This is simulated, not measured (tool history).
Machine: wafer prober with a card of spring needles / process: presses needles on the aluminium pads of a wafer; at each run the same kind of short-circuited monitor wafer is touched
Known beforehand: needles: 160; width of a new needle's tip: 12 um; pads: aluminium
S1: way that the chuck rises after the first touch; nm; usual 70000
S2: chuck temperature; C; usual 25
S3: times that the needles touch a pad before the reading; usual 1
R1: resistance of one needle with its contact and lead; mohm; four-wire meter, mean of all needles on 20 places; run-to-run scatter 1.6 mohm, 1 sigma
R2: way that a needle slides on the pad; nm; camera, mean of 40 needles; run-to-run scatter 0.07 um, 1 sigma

run,day,S1,S2,S3,R1,R2
1,0,70000,25,1,171,9220
# day 0.125: tips cleaned on abrasive film
# day 0.333: tips cleaned on abrasive film
# day 0.542: tips cleaned on abrasive film
# day 0.708: tips cleaned on abrasive film
# day 0.875: tips cleaned on abrasive film
# day 1.079: tips cleaned on abrasive film
# day 1.288: tips cleaned on abrasive film
# day 1.496: tips cleaned on abrasive film
# day 1.588: height of the first contact set anew
# day 1.675: tips cleaned on abrasive film
2,1.833,70000,25,1,178,10360
# day 1.879: tips cleaned on abrasive film
# day 2.046: tips cleaned on abrasive film
# day 2.25: tips cleaned on abrasive film
# day 2.417: tips cleaned on abrasive film
# day 2.625: tips cleaned on abrasive film
# day 2.833: tips cleaned on abrasive film
# day 3: tips cleaned on abrasive film
# day 3.167: tips cleaned on abrasive film
# day 3.375: tips cleaned on abrasive film
# day 3.542: tips cleaned on abrasive film
3,3.608,70000,25,1,171,10100
# day 3.738: tips cleaned on abrasive film
# day 3.942: tips cleaned on abrasive film
# day 4.15: tips cleaned on abrasive film
# day 4.358: tips cleaned on abrasive film
# day 4.567: tips cleaned on abrasive film
# day 4.771: tips cleaned on abrasive film
# day 4.938: tips cleaned on abrasive film
# day 5.146: tips cleaned on abrasive film
# day 5.312: tips cleaned on abrasive film
# day 5.479: tips cleaned on abrasive film
# day 5.646: tips cleaned on abrasive film
4,5.646,70000,25,1,161,9980
# day 5.854: tips cleaned on abrasive film
# day 6.021: tips cleaned on abrasive film
# day 6.188: tips cleaned on abrasive film
# day 6.396: tips cleaned on abrasive film
# day 6.562: tips cleaned on abrasive film
# day 6.729: tips cleaned on abrasive film
# day 6.933: tips cleaned on abrasive film
# day 7.1: tips cleaned on abrasive film
# day 7.6: card fitted with new needles
# day 7.808: tips cleaned on abrasive film
5,7.85,70000,25,1,158,10280
# day 7.975: tips cleaned on abrasive film
# day 8.142: tips cleaned on abrasive film
# day 8.308: tips cleaned on abrasive film
# day 8.517: tips cleaned on abrasive film
# day 8.725: tips cleaned on abrasive film
# day 8.933: tips cleaned on abrasive film
# day 9.1: tips cleaned on abrasive film
# day 9.304: tips cleaned on abrasive film
# day 9.512: tips cleaned on abrasive film
# day 9.679: tips cleaned on abrasive film
# day 9.888: tips cleaned on abrasive film
6,9.979,70000,27,1,159,10290
# day 10.067: tips cleaned on abrasive film
# day 10.275: tips cleaned on abrasive film
# day 10.442: tips cleaned on abrasive film
# day 10.608: tips cleaned on abrasive film
# day 10.812: tips cleaned on abrasive film
# day 10.979: tips cleaned on abrasive film
# day 11.188: tips cleaned on abrasive film
# day 11.396: tips cleaned on abrasive film
# day 11.562: tips cleaned on abrasive film
# day 11.729: tips cleaned on abrasive film
# day 11.933: tips cleaned on abrasive film
# day 12.1: tips cleaned on abrasive film
# day 12.267: tips cleaned on abrasive film
7,12.412,70000,27,1,161,9970
# day 12.458: tips cleaned on abrasive film
# day 12.667: tips cleaned on abrasive film
# day 12.871: tips cleaned on abrasive film
# day 13.079: tips cleaned on abrasive film
# day 13.246: tips cleaned on abrasive film
# day 13.454: tips cleaned on abrasive film
# day 13.621: tips cleaned on abrasive film
# day 13.829: tips cleaned on abrasive film
# day 14.033: tips cleaned on abrasive film
8,14.096,54000,25,1,163,7450
# day 14.221: tips cleaned on abrasive film
# day 14.429: tips cleaned on abrasive film
# day 14.596: tips cleaned on abrasive film
# day 14.804: tips cleaned on abrasive film
# day 14.971: tips cleaned on abrasive film
# day 15.138: tips cleaned on abrasive film
# day 15.346: tips cleaned on abrasive film
# day 15.55: tips cleaned on abrasive film
# day 15.758: tips cleaned on abrasive film
9,15.871,70000,30,1,162,9700
# day 15.954: tips cleaned on abrasive film
# day 16.121: tips cleaned on abrasive film
# day 16.288: tips cleaned on abrasive film
# day 16.496: tips cleaned on abrasive film
# day 16.662: tips cleaned on abrasive film
# day 16.871: tips cleaned on abrasive film
# day 17.075: tips cleaned on abrasive film
10,17.138,61000,72,1,167,8270
# day 17.262: tips cleaned on abrasive film
# day 17.429: tips cleaned on abrasive film
# day 17.638: tips cleaned on abrasive film
# day 17.846: tips cleaned on abrasive film
# day 18.012: tips cleaned on abrasive film
# day 18.217: tips cleaned on abrasive film
# day 18.383: tips cleaned on abrasive film
11,18.412,61000,72,1,169,8120
# day 18.579: tips cleaned on abrasive film
# day 18.746: tips cleaned on abrasive film
# day 18.954: tips cleaned on abrasive film
# day 19.121: tips cleaned on abrasive film
# day 19.288: tips cleaned on abrasive film
# day 19.496: tips cleaned on abrasive film
# day 19.7: tips cleaned on abrasive film
# day 19.867: tips cleaned on abrasive film
# day 20.075: tips cleaned on abrasive film
# day 20.242: tips cleaned on abrasive film
12,20.267,51000,72,1,176,6610
# day 20.433: tips cleaned on abrasive film
# day 20.642: tips cleaned on abrasive film
# day 20.85: tips cleaned on abrasive film
# day 21.017: tips cleaned on abrasive film
# day 21.221: tips cleaned on abrasive film
# day 21.388: tips cleaned on abrasive film
# day 21.554: tips cleaned on abrasive film
# day 21.762: tips cleaned on abrasive film
# day 21.929: tips cleaned on abrasive film
# day 22.138: tips cleaned on abrasive film
# day 22.304: tips cleaned on abrasive film
# day 22.471: tips cleaned on abrasive film
# day 22.638: tips cleaned on abrasive film
13,22.667,51000,72,1,174,6290

Some steps in R1 between neighbouring runs. How much of each would the tool show without its hidden state too (settings, what came in, random variation), and how much is left for the hidden state, with any gauge scatter that isn't in both results?
The hidden state here: debris on the tips, nm; way that the needles fall short of the set height, um; tips' diameter, um; drift of the gauge itself on contact_mohm, %; drift of the gauge itself on scrub_um, %.
Run 2 -> 3: tips cleaned on abrasive film, tips cleaned on abrasive film, tips cleaned on abrasive film, tips cleaned on abrasive film, tips cleaned on abrasive film, tips cleaned on abrasive film, tips cleaned on abrasive film, tips cleaned on abrasive film, tips cleaned on abrasive film, tips cleaned on abrasive film. R1 -7 mohm: hidden state -9, all else +2.
Run 3 -> 4: tips cleaned on abrasive film, tips cleaned on abrasive film, tips cleaned on abrasive film, tips cleaned on abrasive film, tips cleaned on abrasive film, tips cleaned on abrasive film, tips cleaned on abrasive film, tips cleaned on abrasive film, tips cleaned on abrasive film, tips cleaned on abrasive film, tips cleaned on abrasive film. R1 -10 mohm: hidden state -9, all else -1.
